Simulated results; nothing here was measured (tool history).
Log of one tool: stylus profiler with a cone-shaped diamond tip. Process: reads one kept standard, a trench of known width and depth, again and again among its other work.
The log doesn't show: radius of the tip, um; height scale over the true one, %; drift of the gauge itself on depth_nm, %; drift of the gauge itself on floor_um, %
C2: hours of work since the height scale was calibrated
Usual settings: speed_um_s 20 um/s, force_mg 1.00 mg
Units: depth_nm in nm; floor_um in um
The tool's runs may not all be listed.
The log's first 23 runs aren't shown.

Run 24, hour 2089.4: usual settings but force_mg 0.62 mg; scans with this tip 7898; C2 1898. Result: depth_nm 1009.46 nm, floor_um 25.99 um.
Run 25, hour 2152.4: usual settings but force_mg 0.62 mg; scans with this tip 8062; C2 1938. Result: depth_nm 1009.55 nm, floor_um 26.01 um.
Run 26, hour 2269.4: usual settings but speed_um_s 15 um/s, force_mg 2.81 mg; scans with this tip 8366; C2 2011. Result: depth_nm 1013.36 nm, floor_um 26.06 um.
Run 27, hour 2351.3: usual settings but speed_um_s 15 um/s, force_mg 2.81 mg; scans with this tip 8578; C2 2062. Result: depth_nm 1013.62 nm, floor_um 26.06 um.
Run 28, hour 2447.3: usual settings but speed_um_s 11 um/s, force_mg 2.99 mg; scans with this tip 8828; C2 2122. Result: depth_nm 1014.38 nm, floor_um 26.04 um.
Run 29, hour 2510.0: usual settings but speed_um_s 41 um/s, force_mg 0.38 mg; scans with this tip 8990; C2 2161. Result: depth_nm 1009.96 nm, floor_um 25.66 um.
Run 30, hour 2609.3: usual settings but speed_um_s 41 um/s, force_mg 0.38 mg; scans with this tip 9249; C2 2223. Result: depth_nm 1010.08 nm, floor_um 25.58 um.
At hour 2641.3: height scale calibrated on a step standard.
Run 31, hour 2700.4: usual settings but speed_um_s 41 um/s, force_mg 0.38 mg; scans with this tip 9484; C2 37. Result: depth_nm 1001.62 nm, floor_um 25.57 um.
Run 32, hour 2824.8: usual settings but speed_um_s 41 um/s, force_mg 0.38 mg; scans with this tip 9807; C2 115. Result: depth_nm 1002.11 nm, floor_um 25.54 um.
Run 33, hour 2899.8: usual settings but speed_um_s 5 um/s, force_mg 1.33 mg; scans with this tip 10002; C2 161. Result: depth_nm 1004.44 nm, floor_um 26.03 um.
Run 34, hour 3005.3: usual settings but speed_um_s 5 um/s, force_mg 1.33 mg; scans with this tip 10276; C2 227. Result: depth_nm 1004.48 nm, floor_um 26.05 um.
Run 35, hour 3073.4: usual settings but speed_um_s 15 um/s, force_mg 2.15 mg; scans with this tip 10453; C2 270. Result: depth_nm 1006.22 nm, floor_um 25.96 um.
Run 36, hour 3131.5: usual settings but speed_um_s 14 um/s, force_mg 0.92 mg; scans with this tip 10603; C2 306. Result: depth_nm 1004.49 nm, floor_um 25.95 um.
Run 37, hour 3254.9: usual settings but speed_um_s 13 um/s, force_mg 2.51 mg; scans with this tip 10924; C2 383. Result: depth_nm 1006.99 nm, floor_um 25.90 um.
Run 38, hour 3385.5: usual settings but speed_um_s 13 um/s, force_mg 2.51 mg; scans with this tip 11263; C2 465. Result: depth_nm 1007.94 nm, floor_um 25.93 um.
Run 39, hour 3491.2: usual settings but speed_um_s 28 um/s, force_mg 0.34 mg; scans with this tip 11538; C2 531. Result: depth_nm 1003.55 nm, floor_um 25.62 um.
Run 40, hour 3554.6: usual settings but speed_um_s 28 um/s, force_mg 0.42 mg; scans with this tip 11702; C2 570. Result: depth_nm 1004.27 nm, floor_um 25.68 um.
Run 41, hour 3624.6: usual settings but speed_um_s 13 um/s, force_mg 0.39 mg; scans with this tip 11884; C2 614. Result: depth_nm 1004.26 nm, floor_um 25.83 um.
Run 42, hour 3712.9: usual settings but speed_um_s 13 um/s, force_mg 2.10 mg; scans with this tip 12114; C2 669. Result: depth_nm 1007.47 nm, floor_um 25.90 um.
Run 43, hour 3775.7: usual settings but speed_um_s 6 um/s, force_mg 1.24 mg; scans with this tip 12277; C2 708. Result: depth_nm 1006.05 nm, floor_um 25.85 um.
Run 44, hour 3843.8: usual settings but speed_um_s 6 um/s, force_mg 1.24 mg; scans with this tip 12454; C2 751. Result: depth_nm 1006.66 nm, floor_um 25.89 um.
Run 45, hour 3930.3: usual settings but speed_um_s 43 um/s, force_mg 0.45 mg; scans with this tip 12678; C2 805. Result: depth_nm 1005.52 nm, floor_um 25.46 um.

Forecast each of these 4 alternatives for the next run:
Run A, hour 4033.6: usual settings but speed_um_s 8 um/s, force_mg 0.47 mg; scans with this tip 12947; C2 869. Result: depth_nm ?, floor_um ?.
Run B, hour 4033.6: usual settings but speed_um_s 16 um/s, force_mg 0.77 mg; scans with this tip 12947; C2 869. Result: depth_nm ?, floor_um ?.
Run C, hour 4033.6: usual settings but speed_um_s 14 um/s, force_mg 0.45 mg; scans with this tip 12947; C2 869. Result: depth_nm ?, floor_um ?.
Run D, hour 4033.6: usual settings but speed_um_s 26 um/s, force_mg 0.79 mg; scans with this tip 12947; C2 869. Result: depth_nm ?, floor_um ?.

run  depth_nm  floor_um
  A   1005.26     25.84
  B   1006.34     25.79
  C   1004.94     25.73
  D   1006.30     25.67
Without the tool's hidden state the same runs would have given:
run  depth_nm  floor_um
  A   1001.53     26.47
  B   1002.61     26.42
  C   1001.22     26.36
  D   1002.57     26.29
